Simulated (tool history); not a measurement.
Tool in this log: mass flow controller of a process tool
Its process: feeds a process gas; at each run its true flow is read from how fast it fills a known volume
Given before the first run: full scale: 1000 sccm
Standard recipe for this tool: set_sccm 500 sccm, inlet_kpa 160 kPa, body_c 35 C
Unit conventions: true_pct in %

{"run": 1, "hour": 0.0, "set_sccm": 500, "inlet_kpa": 160, "body_c": 35, "true_pct": 98.57}
{"run": 2, "hour": 198.9, "set_sccm": 500, "inlet_kpa": 160, "body_c": 35, "true_pct": 98.71}
{"run": 3, "hour": 336.8, "set_sccm": 500, "inlet_kpa": 160, "body_c": 35, "true_pct": 98.77}
{"run": 4, "hour": 571.5, "set_sccm": 500, "inlet_kpa": 161, "body_c": 35, "true_pct": 98.78}
{"run": 5, "hour": 791.1, "set_sccm": 500, "inlet_kpa": 160, "body_c": 34, "true_pct": 98.97}
{"run": 6, "hour": 974.1, "set_sccm": 500, "inlet_kpa": 160, "body_c": 34, "true_pct": 99}
{"run": 7, "hour": 1128.2, "set_sccm": 500, "inlet_kpa": 160, "body_c": 34, "true_pct": 99.15}
{"run": 8, "hour": 1308.4, "set_sccm": 500, "inlet_kpa": 160, "body_c": 26, "true_pct": 100.12}
{"run": 9, "hour": 1463.4, "set_sccm": 500, "inlet_kpa": 160, "body_c": 35, "true_pct": 99.03}
{"run": 10, "hour": 1620.0, "set_sccm": 500, "inlet_kpa": 230, "body_c": 35, "true_pct": 98.71}
{"run": 11, "hour": 1723.1, "set_sccm": 500, "inlet_kpa": 160, "body_c": 33, "true_pct": 99.44}
{"run": 12, "hour": 1875.2, "set_sccm": 500, "inlet_kpa": 160, "body_c": 33, "true_pct": 99.37}
{"run": 13, "hour": 2093.5, "set_sccm": 500, "inlet_kpa": 219, "body_c": 35, "true_pct": 98.82}
{"run": 14, "hour": 2243.5, "set_sccm": 807, "inlet_kpa": 160, "body_c": 35, "true_pct": 99.78}
{"run": 15, "hour": 2445.8, "set_sccm": 807, "inlet_kpa": 160, "body_c": 35, "true_pct": 99.69}
{"run": 16, "hour": 2546.0, "set_sccm": 154, "inlet_kpa": 160, "body_c": 35, "true_pct": 100.81}
{"run": 17, "hour": 2662.2, "set_sccm": 500, "inlet_kpa": 160, "body_c": 35, "true_pct": 99.34}
{"run": 18, "hour": 2875.8, "set_sccm": 500, "inlet_kpa": 160, "body_c": 35, "true_pct": 99.44}
{"run": 19, "hour": 2985.8, "set_sccm": 500, "inlet_kpa": 203, "body_c": 35, "true_pct": 99.09}
{"run": 20, "hour": 3117.8, "set_sccm": 500, "inlet_kpa": 203, "body_c": 35, "true_pct": 99.22}
{"run": 21, "hour": 3266.6, "set_sccm": 500, "inlet_kpa": 203, "body_c": 35, "true_pct": 99.14}
{"run": 22, "hour": 3496.1, "set_sccm": 500, "inlet_kpa": 203, "body_c": 35, "true_pct": 99.21}
{"run": 23, "hour": 3717.5, "set_sccm": 500, "inlet_kpa": 160, "body_c": 38, "true_pct": 99.22}
{"run": 24, "hour": 3812.8, "set_sccm": 500, "inlet_kpa": 160, "body_c": 38, "true_pct": 99.24}
{"run": 25, "hour": 3949.0, "set_sccm": 500, "inlet_kpa": 160, "body_c": 38, "true_pct": 99.24}
{"run": 26, "hour": 4076.8, "set_sccm": 500, "inlet_kpa": 160, "body_c": 38, "true_pct": 99.42}
{"run": 27, "hour": 4285.5, "set_sccm": 500, "inlet_kpa": 160, "body_c": 38, "true_pct": 99.34}
{"run": 28, "hour": 4434.8, "set_sccm": 500, "inlet_kpa": 158, "body_c": 31, "true_pct": 100.13}
{"run": 29, "hour": 4600.5, "set_sccm": 500, "inlet_kpa": 158, "body_c": 31, "true_pct": 100.21}
{"run": 30, "hour": 4702.5, "set_sccm": 500, "inlet_kpa": 274, "body_c": 22, "true_pct": 100.7}
{"run": 31, "hour": 4869.6, "set_sccm": 500, "inlet_kpa": 170, "body_c": 26, "true_pct": 100.73}
{"run": 32, "hour": 5012.8, "set_sccm": 709, "inlet_kpa": 236, "body_c": 26, "true_pct": 100.72}
{"run": 33, "hour": 5123.8, "set_sccm": 709, "inlet_kpa": 236, "body_c": 26, "true_pct": 100.78}
{"run": 34, "hour": 5230.8, "set_sccm": 120, "inlet_kpa": 256, "body_c": 26, "true_pct": 104.38}
{"run": 35, "hour": 5374.4, "set_sccm": 120, "inlet_kpa": 256, "body_c": 26, "true_pct": 104.46}
{"run": 36, "hour": 5516.4, "set_sccm": 120, "inlet_kpa": 256, "body_c": 26, "true_pct": 104.49}
{"run": 37, "hour": 5679.7, "set_sccm": 500, "inlet_kpa": 160, "body_c": 23, "true_pct": 101.46}
{"run": 38, "hour": 5783.3, "set_sccm": 500, "inlet_kpa": 160, "body_c": 23, "true_pct": 101.56}
{"run": 39, "hour": 5909.8, "set_sccm": 267, "inlet_kpa": 257, "body_c": 23, "true_pct": 101.88}
{"run": 40, "hour": 6032.4, "set_sccm": 267, "inlet_kpa": 257, "body_c": 23, "true_pct": 101.91}
{"run": 41, "hour": 6231.9, "set_sccm": 841, "inlet_kpa": 160, "body_c": 35, "true_pct": 100.5}
{"run": 42, "hour": 6363.2, "set_sccm": 354, "inlet_kpa": 218, "body_c": 31, "true_pct": 100.74}
{"run": 43, "hour": 6580.6, "set_sccm": 950, "inlet_kpa": 271, "body_c": 24, "true_pct": 101.35}
{"run": 44, "hour": 6710.6, "set_sccm": 844, "inlet_kpa": 271, "body_c": 21, "true_pct": 101.48}
{"run": 45, "hour": 6888.7, "set_sccm": 844, "inlet_kpa": 271, "body_c": 21, "true_pct": 101.71}
{"run": 46, "hour": 7014.5, "set_sccm": 500, "inlet_kpa": 211, "body_c": 35, "true_pct": 100.08}
{"run": 47, "hour": 7114.5, "set_sccm": 362, "inlet_kpa": 160, "body_c": 35, "true_pct": 100.78}
{"run": 48, "hour": 7329.8, "set_sccm": 362, "inlet_kpa": 160, "body_c": 35, "true_pct": 100.78}
{"run": 49, "hour": 7453.7, "set_sccm": 500, "inlet_kpa": 160, "body_c": 22, "true_pct": 102.09}

Measured result minus the same run's result without the hidden state. Both carry the same run-to-run variation, though not necessarily the same gauge scatter:
Hidden state present: flow at rest that the sensor doesn't see, % of full scale; true flow over the shown one, %; drift of the gauge itself on true_pct, %.
run=1 true_pct=+1.08
run=2 true_pct=+1.13
run=3 true_pct=+1.15
run=4 true_pct=+1.22
run=5 true_pct=+1.27
run=6 true_pct=+1.31
run=7 true_pct=+1.35
run=8 true_pct=+1.39
run=9 true_pct=+1.43
run=10 true_pct=+1.46
run=11 true_pct=+1.49
run=12 true_pct=+1.53
run=13 true_pct=+1.58
run=14 true_pct=+1.2
run=15 true_pct=+1.24
run=16 true_pct=+4.23
run=17 true_pct=+1.72
run=18 true_pct=+1.76
run=19 true_pct=+1.79
run=20 true_pct=+1.82
run=21 true_pct=+1.86
run=22 true_pct=+1.91
run=23 true_pct=+1.96
run=24 true_pct=+1.99
run=25 true_pct=+2.02
run=26 true_pct=+2.06
run=27 true_pct=+2.1
run=28 true_pct=+2.14
run=29 true_pct=+2.17
run=30 true_pct=+2.21
run=31 true_pct=+2.24
run=32 true_pct=+1.83
run=33 true_pct=+1.85
run=34 true_pct=+7.34
run=35 true_pct=+7.44
run=36 true_pct=+7.55
run=37 true_pct=+2.43
run=38 true_pct=+2.46
run=39 true_pct=+3.97
run=40 true_pct=+4.02
run=41 true_pct=+1.86
run=42 true_pct=+3.33
run=43 true_pct=+1.8
run=44 true_pct=+1.94
run=45 true_pct=+1.97
run=46 true_pct=+2.76
run=47 true_pct=+3.5
run=48 true_pct=+3.56
run=49 true_pct=+2.87
